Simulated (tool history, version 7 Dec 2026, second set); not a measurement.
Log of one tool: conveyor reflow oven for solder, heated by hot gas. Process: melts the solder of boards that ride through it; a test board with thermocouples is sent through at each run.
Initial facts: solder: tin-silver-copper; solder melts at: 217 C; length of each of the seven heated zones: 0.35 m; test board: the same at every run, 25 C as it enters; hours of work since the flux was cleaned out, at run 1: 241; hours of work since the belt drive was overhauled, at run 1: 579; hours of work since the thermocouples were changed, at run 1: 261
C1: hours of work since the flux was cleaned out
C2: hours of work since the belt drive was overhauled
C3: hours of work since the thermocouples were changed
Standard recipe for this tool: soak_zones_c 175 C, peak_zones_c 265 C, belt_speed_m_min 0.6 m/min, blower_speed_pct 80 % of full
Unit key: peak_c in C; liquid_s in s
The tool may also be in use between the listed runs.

Run 1, hour 0: usual settings; C1 241; C2 579; C3 261. Result: peak_c 248.3 C, liquid_s 49.7 s.
Run 2, hour 14.8: usual settings but blower_speed_pct 66 % of full; C1 249; C2 587; C3 269. Result: peak_c 244.8 C, liquid_s 46.3 s.
Run 3, hour 39.4: usual settings but belt_speed_m_min 0.61 m/min; C1 263; C2 601; C3 283. Result: peak_c 247.2 C, liquid_s 47.8 s.
Run 4, hour 67.2: usual settings; C1 279; C2 617; C3 299. Result: peak_c 247.2 C, liquid_s 49.6 s.
Run 5, hour 87.2: usual settings; C1 290; C2 628; C3 310. Result: peak_c 248.1 C, liquid_s 49.4 s.
Run 6, hour 113.9: usual settings; C1 305; C2 643; C3 325. Result: peak_c 248.7 C, liquid_s 49.9 s.
Run 7, hour 132.6: usual settings but belt_speed_m_min 0.64 m/min; C1 316; C2 654; C3 336. Result: peak_c 245.9 C, liquid_s 43.9 s.
Run 8, hour 149.4: usual settings but belt_speed_m_min 0.64 m/min; C1 325; C2 664; C3 345. Result: peak_c 246.1 C, liquid_s 43.9 s.
Run 9, hour 164.2: usual settings but soak_zones_c 182 C, belt_speed_m_min 0.694 m/min, blower_speed_pct 83 % of full; C1 334; C2 672; C3 354. Result: peak_c 245 C, liquid_s 41.6 s.
Run 10, hour 185.5: usual settings but soak_zones_c 179 C, belt_speed_m_min 0.526 m/min, blower_speed_pct 83 % of full; C1 346; C2 684; C3 366. Result: peak_c 253.5 C, liquid_s 63.3 s.
Run 11, hour 206.8: usual settings but soak_zones_c 179 C, belt_speed_m_min 0.526 m/min, blower_speed_pct 83 % of full; C1 358; C2 696; C3 378. Result: peak_c 252.8 C, liquid_s 62.7 s.
Run 12, hour 230.4: usual settings but peak_zones_c 254 C; C1 371; C2 709; C3 391. Result: peak_c 239.3 C, liquid_s 40.8 s.
Run 13, hour 258.1: usual settings but peak_zones_c 254 C; C1 387; C2 725; C3 407. Result: peak_c 238.5 C, liquid_s 42 s.
Run 14, hour 273.2: usual settings but soak_zones_c 171 C, peak_zones_c 254 C, belt_speed_m_min 0.702 m/min, blower_speed_pct 76 % of full; C1 395; C2 733; C3 415. Result: peak_c 231.9 C, liquid_s 25.3 s.

Expected results for the next run?
Run 15, hour 294.8: usual settings but peak_zones_c 275 C, belt_speed_m_min 0.592 m/min; C1 407; C2 746; C3 428. Result: peak_c ?, liquid_s ?.

peak_c: 257.1 C
liquid_s: 56.4 s
Without the tool's hidden state the same run would have given peak_c 257.2 C, liquid_s 56.4 s.

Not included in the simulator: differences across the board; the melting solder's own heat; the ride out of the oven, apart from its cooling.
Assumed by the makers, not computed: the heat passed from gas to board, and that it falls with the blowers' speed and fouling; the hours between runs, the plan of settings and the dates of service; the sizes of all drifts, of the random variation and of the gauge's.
